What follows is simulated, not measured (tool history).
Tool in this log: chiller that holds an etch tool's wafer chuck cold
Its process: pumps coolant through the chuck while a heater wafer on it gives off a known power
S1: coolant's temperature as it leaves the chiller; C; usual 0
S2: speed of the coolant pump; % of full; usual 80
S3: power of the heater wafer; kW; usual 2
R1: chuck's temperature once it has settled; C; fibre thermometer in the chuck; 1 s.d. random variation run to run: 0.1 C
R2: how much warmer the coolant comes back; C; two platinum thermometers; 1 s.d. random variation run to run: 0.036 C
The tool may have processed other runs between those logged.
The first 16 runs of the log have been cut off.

Run 17, hour 1549: usual settings but S1 1 C, S2 77 % of full, S3 1.071 kW. Result: R1 8.7 C, R2 3.44 C.
Run 18, hour 1650: usual settings but S1 -6 C, S2 68 % of full, S3 1.637 kW. Result: R1 7.3 C, R2 6.13 C.
Run 19, hour 1730.5: usual settings but S1 -6 C, S2 68 % of full, S3 1.637 kW. Result: R1 7.5 C, R2 6.15 C.
Run 20, hour 1824.3: usual settings but S2 96 % of full, S3 1.006 kW. Result: R1 6.1 C, R2 2.47 C.
Run 21, hour 1881.9: usual settings but S1 9 C, S3 1.478 kW. Result: R1 19.4 C, R2 4.6 C.
Run 22, hour 1950.2: usual settings but S1 9 C, S3 1.478 kW. Result: R1 19.5 C, R2 4.59 C.
At hour 1972.3: chiller's thermometer calibrated.
Run 23, hour 2024.4: usual settings but S1 -3 C, S2 89 % of full, S3 2.514 kW. Result: R1 13.1 C, R2 6.92 C.
Run 24, hour 2090: usual settings but S1 -3 C, S2 89 % of full, S3 2.514 kW. Result: R1 13.3 C, R2 6.99 C.
Run 25, hour 2217.7: usual settings but S1 -5 C, S2 78 % of full, S3 2.488 kW. Result: R1 13.1 C, R2 8 C.

The next listed run, before its measurement:
Run 26, hour 2280.4: usual settings but S1 -5 C, S2 78 % of full, S3 2.488 kW. Result: R1 ?, R2 ?.

{"run 26": {"R1": 13, "R2": 8.03}}
Minus the tool's unlogged condition, the same run would have read R1 13 C, R2 8.23 C.

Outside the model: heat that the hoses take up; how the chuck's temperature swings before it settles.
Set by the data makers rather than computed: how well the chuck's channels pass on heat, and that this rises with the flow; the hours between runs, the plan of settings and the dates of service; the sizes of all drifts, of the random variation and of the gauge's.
